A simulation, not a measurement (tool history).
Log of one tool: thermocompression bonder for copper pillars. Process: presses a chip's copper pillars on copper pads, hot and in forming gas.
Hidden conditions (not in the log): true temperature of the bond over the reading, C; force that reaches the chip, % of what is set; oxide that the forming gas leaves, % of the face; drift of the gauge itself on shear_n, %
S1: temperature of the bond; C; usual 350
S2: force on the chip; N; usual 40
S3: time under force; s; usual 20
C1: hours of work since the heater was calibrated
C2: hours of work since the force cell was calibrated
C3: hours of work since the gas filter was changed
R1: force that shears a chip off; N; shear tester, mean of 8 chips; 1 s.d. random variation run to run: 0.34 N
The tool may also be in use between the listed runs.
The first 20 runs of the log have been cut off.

{"run": 21, "hour": 1210.8, "S1": 336, "S2": 36, "S3": 45, "C1": 158, "C2": 1019, "C3": 97, "R1": 76.1}
{"run": 22, "hour": 1243.1, "S1": 336, "S2": 41, "S3": 38, "C1": 174, "C2": 1035, "C3": 114, "R1": 77.6}
{"run": 23, "hour": 1279.1, "S1": 352, "S2": 41, "S3": 26, "C1": 193, "C2": 1054, "C3": 132, "R1": 76.6}
{"run": 24, "hour": 1342.6, "S1": 339, "S2": 39, "S3": 11, "C1": 226, "C2": 1087, "C3": 165, "R1": 51.5}
{"run": 25, "hour": 1387.1, "S1": 350, "S2": 40, "S3": 18, "C1": 248, "C2": 1110, "C3": 188, "R1": 67.1}
{"run": 26, "hour": 1445.3, "S1": 347, "S2": 39, "S3": 43, "C1": 278, "C2": 1139, "C3": 218, "R1": 82.8}
{"run": 27, "hour": 1517.4, "S1": 347, "S2": 39, "S3": 43, "C1": 315, "C2": 1177, "C3": 255, "R1": 83}
{"run": 28, "hour": 1580.2, "S1": 347, "S2": 39, "S3": 43, "C1": 348, "C2": 1209, "C3": 287, "R1": 83.6}
{"run": 29, "hour": 1657.9, "S1": 345, "S2": 43, "S3": 44, "C1": 388, "C2": 1249, "C3": 327, "R1": 87.3}
{"run": 30, "hour": 1730.3, "S1": 350, "S2": 44, "S3": 43, "C1": 425, "C2": 1286, "C3": 365, "R1": 90.2}
{"run": 31, "hour": 1795.0, "S1": 350, "S2": 44, "S3": 43, "C1": 458, "C2": 1319, "C3": 398, "R1": 89.3}
{"run": 32, "hour": 1873.2, "S1": 343, "S2": 44, "S3": 19, "C1": 499, "C2": 1360, "C3": 438, "R1": 69.4}
{"run": 33, "hour": 1905.9, "S1": 326, "S2": 44, "S3": 24, "C1": 515, "C2": 1376, "C3": 455, "R1": 66.6}
{"hour": 1919.6, "done": "forming gas filter changed"}
{"run": 34, "hour": 1940.5, "S1": 326, "S2": 46, "S3": 55, "C1": 533, "C2": 1394, "C3": 11, "R1": 86.2}
{"run": 35, "hour": 2001.8, "S1": 326, "S2": 46, "S3": 55, "C1": 564, "C2": 1426, "C3": 42, "R1": 87.4}
{"hour": 2018.3, "done": "force cell calibrated"}
{"run": 36, "hour": 2050.0, "S1": 326, "S2": 46, "S3": 55, "C1": 588, "C2": 16, "C3": 66, "R1": 86.6}

5 ways to go on from here, each from the tool as it stands after run 36. What would each give?
{"run": "A", "hour": 2116.4, "S1": 373, "S2": 27, "S3": 13, "C1": 623, "C2": 50, "C3": 100, "R1": "?"}
{"run": "B", "hour": 2116.4, "S1": 326, "S2": 46, "S3": 33, "C1": 623, "C2": 50, "C3": 100, "R1": "?"}
{"run": "C", "hour": 2116.4, "S1": 326, "S2": 46, "S3": 16, "C1": 623, "C2": 50, "C3": 100, "R1": "?"}
{"run": "D", "hour": 2116.4, "S1": 350, "S2": 25, "S3": 30, "C1": 623, "C2": 50, "C3": 100, "R1": "?"}
{"run": "E", "hour": 2116.4, "S1": 370, "S2": 32, "S3": 13, "C1": 623, "C2": 50, "C3": 100, "R1": "?"}

run=A R1=55.6
run=B R1=76.2
run=C R1=60.1
run=D R1=60.2
run=E R1=60
Stripped of hidden state, with their random variation kept, the same runs would have yielded:
run=A R1=54.2
run=B R1=74.2
run=C R1=58.6
run=D R1=58.6
run=E R1=58.5

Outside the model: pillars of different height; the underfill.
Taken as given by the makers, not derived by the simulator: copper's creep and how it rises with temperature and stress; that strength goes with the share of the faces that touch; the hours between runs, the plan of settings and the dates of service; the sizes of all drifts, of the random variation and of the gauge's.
